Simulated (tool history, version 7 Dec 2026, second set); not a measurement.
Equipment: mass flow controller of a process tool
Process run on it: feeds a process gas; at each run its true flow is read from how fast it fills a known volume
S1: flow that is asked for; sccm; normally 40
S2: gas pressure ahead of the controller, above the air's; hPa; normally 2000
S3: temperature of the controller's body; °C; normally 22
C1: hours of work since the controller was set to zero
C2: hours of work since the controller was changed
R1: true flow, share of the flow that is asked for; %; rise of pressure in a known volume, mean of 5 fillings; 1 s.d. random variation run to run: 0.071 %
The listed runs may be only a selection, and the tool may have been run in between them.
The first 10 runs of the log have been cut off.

{"run": 11, "hour": 3524.2, "S1": 17, "S2": 2000, "S3": 22, "C1": 5221, "C2": 5221, "R1": 98.62}
{"run": 12, "hour": 3791.1, "S1": 17, "S2": 2000, "S3": 22, "C1": 5315, "C2": 5315, "R1": 98.49}
{"run": 13, "hour": 4167.3, "S1": 40, "S2": 2000, "S3": 30, "C1": 5446, "C2": 5446, "R1": 99.31}
{"run": 14, "hour": 4441.2, "S1": 40, "S2": 2000, "S3": 38, "C1": 5542, "C2": 5542, "R1": 99.89}
{"run": 15, "hour": 4855.1, "S1": 40, "S2": 2000, "S3": 38, "C1": 5686, "C2": 5686, "R1": 99.82}
{"run": 16, "hour": 5330.3, "S1": 19, "S2": 2000, "S3": 22, "C1": 5852, "C2": 5852, "R1": 98.19}
{"run": 17, "hour": 5796.3, "S1": 19, "S2": 2000, "S3": 22, "C1": 6015, "C2": 6015, "R1": 98.21}
{"run": 18, "hour": 6053.2, "S1": 40, "S2": 2000, "S3": 22, "C1": 6105, "C2": 6105, "R1": 98.4}
{"run": 19, "hour": 6436.3, "S1": 40, "S2": 2000, "S3": 22, "C1": 6239, "C2": 6239, "R1": 98.34}
{"run": 20, "hour": 6900.0, "S1": 40, "S2": 2000, "S3": 22, "C1": 6401, "C2": 6401, "R1": 98.31}
{"run": 21, "hour": 7102.5, "S1": 40, "S2": 2000, "S3": 22, "C1": 6471, "C2": 6471, "R1": 98.27}
{"run": 22, "hour": 7444.9, "S1": 40, "S2": 2000, "S3": 22, "C1": 6591, "C2": 6591, "R1": 98.24}
{"hour": 7625.6, "done": "gauge calibrated"}
{"run": 23, "hour": 7696.4, "S1": 40, "S2": 2000, "S3": 22, "C1": 6679, "C2": 6679, "R1": 99.63}
{"run": 24, "hour": 8010.5, "S1": 40, "S2": 2000, "S3": 22, "C1": 6789, "C2": 6789, "R1": 99.56}
{"hour": 8471.8, "done": "controller's zero set anew"}
{"run": 25, "hour": 8471.8, "S1": 46, "S2": 1460, "S3": 27, "C1": 0, "C2": 6950, "R1": 99.54}
{"run": 26, "hour": 8877.2, "S1": 23, "S2": 1460, "S3": 28, "C1": 142, "C2": 7091, "R1": 99.12}
{"run": 27, "hour": 9240.7, "S1": 15, "S2": 1650, "S3": 28, "C1": 269, "C2": 7218, "R1": 99.06}
{"run": 28, "hour": 9586.9, "S1": 15, "S2": 1650, "S3": 28, "C1": 390, "C2": 7339, "R1": 99.06}
{"run": 29, "hour": 9950.8, "S1": 15, "S2": 1650, "S3": 28, "C1": 517, "C2": 7466, "R1": 98.97}
{"run": 30, "hour": 10317.6, "S1": 6, "S2": 1650, "S3": 36, "C1": 645, "C2": 7594, "R1": 99.24}

Estimate the outcome of run 31 from the log above:
{"run": 31, "hour": 10734.0, "S1": 10, "S2": 1560, "S3": 30, "C1": 790, "C2": 7740, "R1": "?"}

{"run 31": {"R1": 98.73}}
With no hidden state in the tool, this same run would have given R1 99.34 %.

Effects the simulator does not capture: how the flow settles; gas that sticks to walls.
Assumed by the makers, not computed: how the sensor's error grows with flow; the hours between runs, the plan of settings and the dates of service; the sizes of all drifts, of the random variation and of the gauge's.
